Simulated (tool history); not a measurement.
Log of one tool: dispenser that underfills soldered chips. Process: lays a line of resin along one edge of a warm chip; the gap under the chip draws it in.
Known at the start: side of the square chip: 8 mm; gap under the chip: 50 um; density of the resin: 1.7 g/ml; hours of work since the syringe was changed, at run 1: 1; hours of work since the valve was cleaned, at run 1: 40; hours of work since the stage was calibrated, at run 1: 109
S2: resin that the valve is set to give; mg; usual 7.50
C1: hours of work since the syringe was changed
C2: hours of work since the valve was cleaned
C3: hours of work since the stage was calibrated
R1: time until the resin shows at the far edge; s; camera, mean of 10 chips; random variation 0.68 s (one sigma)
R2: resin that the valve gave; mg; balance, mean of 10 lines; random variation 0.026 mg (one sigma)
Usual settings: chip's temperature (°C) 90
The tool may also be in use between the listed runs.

run 1 hour=0.0 | chip's_temperature_(°C)=90 S2=7.50 | C1=1 C2=40 C3=109 | R1=64.1 R2=7.37
run 2 hour=3.2 | chip's_temperature_(°C)=95 S2=7.50 | C1=3 C2=43 C3=112 | R1=58.3 R2=7.40
-- hour=7.5 new syringe of resin
run 3 hour=9.7 | chip's_temperature_(°C)=95 S2=7.50 | C1=2 C2=48 C3=117 | R1=55.0 R2=7.44
run 4 hour=14.9 | chip's_temperature_(°C)=95 S2=7.50 | C1=6 C2=52 C3=121 | R1=66.1 R2=7.36
-- hour=16.1 new syringe of resin
run 5 hour=21.2 | chip's_temperature_(°C)=95 S2=7.50 | C1=4 C2=56 C3=125 | R1=60.1 R2=7.34
-- hour=24.7 new syringe of resin
run 6 hour=25.8 | chip's_temperature_(°C)=90 S2=7.50 | C1=1 C2=60 C3=128 | R1=63.8 R2=7.35
run 7 hour=29.3 | chip's_temperature_(°C)=85 S2=7.50 | C1=4 C2=62 C3=131 | R1=91.0 R2=7.26
-- hour=33.2 new syringe of resin
run 8 hour=33.2 | chip's_temperature_(°C)=85 S2=7.50 | C1=0 C2=65 C3=134 | R1=73.8 R2=7.36
run 9 hour=38.1 | chip's_temperature_(°C)=85 S2=7.50 | C1=4 C2=69 C3=138 | R1=90.3 R2=7.32
-- hour=41.7 new syringe of resin
run 10 hour=44.6 | chip's_temperature_(°C)=85 S2=7.50 | C1=2 C2=73 C3=142 | R1=84.9 R2=7.30
run 11 hour=47.9 | chip's_temperature_(°C)=90 S2=8.63 | C1=5 C2=76 C3=145 | R1=76.7 R2=8.43
-- hour=50.0 new syringe of resin
-- hour=51.7 dispensing valve cleaned and set on the balance
run 12 hour=54.0 | chip's_temperature_(°C)=90 S2=8.63 | C1=2 C2=2 C3=149 | R1=65.9 R2=8.60
run 13 hour=58.1 | chip's_temperature_(°C)=94 S2=7.50 | C1=5 C2=5 C3=152 | R1=68.8 R2=7.52
-- hour=59.6 new syringe of resin
run 14 hour=61.8 | chip's_temperature_(°C)=94 S2=7.50 | C1=2 C2=8 C3=154 | R1=56.1 R2=7.49
-- hour=68.2 new syringe of resin
run 15 hour=68.2 | chip's_temperature_(°C)=94 S2=7.50 | C1=0 C2=12 C3=159 | R1=51.4 R2=7.44
run 16 hour=73.3 | chip's_temperature_(°C)=90 S2=7.50 | C1=4 C2=16 C3=163 | R1=74.3 R2=7.50
run 17 hour=75.9 | chip's_temperature_(°C)=90 S2=7.50 | C1=6 C2=18 C3=165 | R1=83.7 R2=7.48
-- hour=76.8 new syringe of resin
run 18 hour=80.4 | chip's_temperature_(°C)=90 S2=7.50 | C1=3 C2=21 C3=168 | R1=68.8 R2=7.45
-- hour=85.3 new syringe of resin
run 19 hour=86.1 | chip's_temperature_(°C)=90 S2=6.90 | C1=1 C2=25 C3=172 | R1=64.3 R2=6.83
run 20 hour=90.8 | chip's_temperature_(°C)=85 S2=6.92 | C1=4 C2=29 C3=176 | R1=95.7 R2=6.86
-- hour=93.6 new syringe of resin
run 21 hour=96.0 | chip's_temperature_(°C)=78 S2=6.81 | C1=2 C2=33 C3=180 | R1=113.5 R2=6.75
run 22 hour=99.5 | chip's_temperature_(°C)=78 S2=6.81 | C1=5 C2=35 C3=182 | R1=128.6 R2=6.73
-- hour=102.1 new syringe of resin
run 23 hour=103.0 | chip's_temperature_(°C)=91 S2=7.18 | C1=1 C2=38 C3=185 | R1=60.4 R2=7.05
run 24 hour=107.2 | chip's_temperature_(°C)=76 S2=7.77 | C1=4 C2=41 C3=188 | R1=130.9 R2=7.67
run 25 hour=109.9 | chip's_temperature_(°C)=93 S2=7.37 | C1=6 C2=43 C3=190 | R1=72.8 R2=7.29
-- hour=110.4 new syringe of resin
run 26 hour=114.0 | chip's_temperature_(°C)=86 S2=9.59 | C1=3 C2=46 C3=193 | R1=77.4 R2=9.40
-- hour=119.0 new syringe of resin
run 27 hour=120.2 | chip's_temperature_(°C)=95 S2=8.78 | C1=1 C2=51 C3=197 | R1=49.1 R2=8.66
run 28 hour=123.9 | chip's_temperature_(°C)=87 S2=7.23 | C1=4 C2=54 C3=200 | R1=82.5 R2=7.13
-- hour=127.6 new syringe of resin
run 29 hour=130.2 | chip's_temperature_(°C)=93 S2=6.65 | C1=2 C2=58 C3=205 | R1=61.0 R2=6.52
run 30 hour=133.1 | chip's_temperature_(°C)=76 S2=6.65 | C1=4 C2=60 C3=207 | R1=142.5 R2=6.50
-- hour=136.1 new syringe of resin
run 31 hour=136.4 | chip's_temperature_(°C)=91 S2=7.75 | C1=0 C2=63 C3=209 | R1=56.0 R2=7.60
run 32 hour=139.9 | chip's_temperature_(°C)=91 S2=7.75 | C1=3 C2=65 C3=212 | R1=66.0 R2=7.56
run 33 hour=143.9 | chip's_temperature_(°C)=91 S2=7.75 | C1=6 C2=68 C3=215 | R1=75.6 R2=7.55
-- hour=144.5 new syringe of resin
run 34 hour=148.6 | chip's_temperature_(°C)=93 S2=7.50 | C1=3 C2=72 C3=219 | R1=61.6 R2=7.33

Run 35 comes next. What will it give?
-- hour=153.0 new syringe of resin
run 35 hour=154.3 | chip's_temperature_(°C)=100 S2=7.15 | C1=1 C2=76 C3=223 | R1=? R2=?

{"run 35": {"R1": 43.2, "R2": 6.94}}
Without the tool's hidden state the same run would have given R1 41.7 s, R2 7.11 mg.

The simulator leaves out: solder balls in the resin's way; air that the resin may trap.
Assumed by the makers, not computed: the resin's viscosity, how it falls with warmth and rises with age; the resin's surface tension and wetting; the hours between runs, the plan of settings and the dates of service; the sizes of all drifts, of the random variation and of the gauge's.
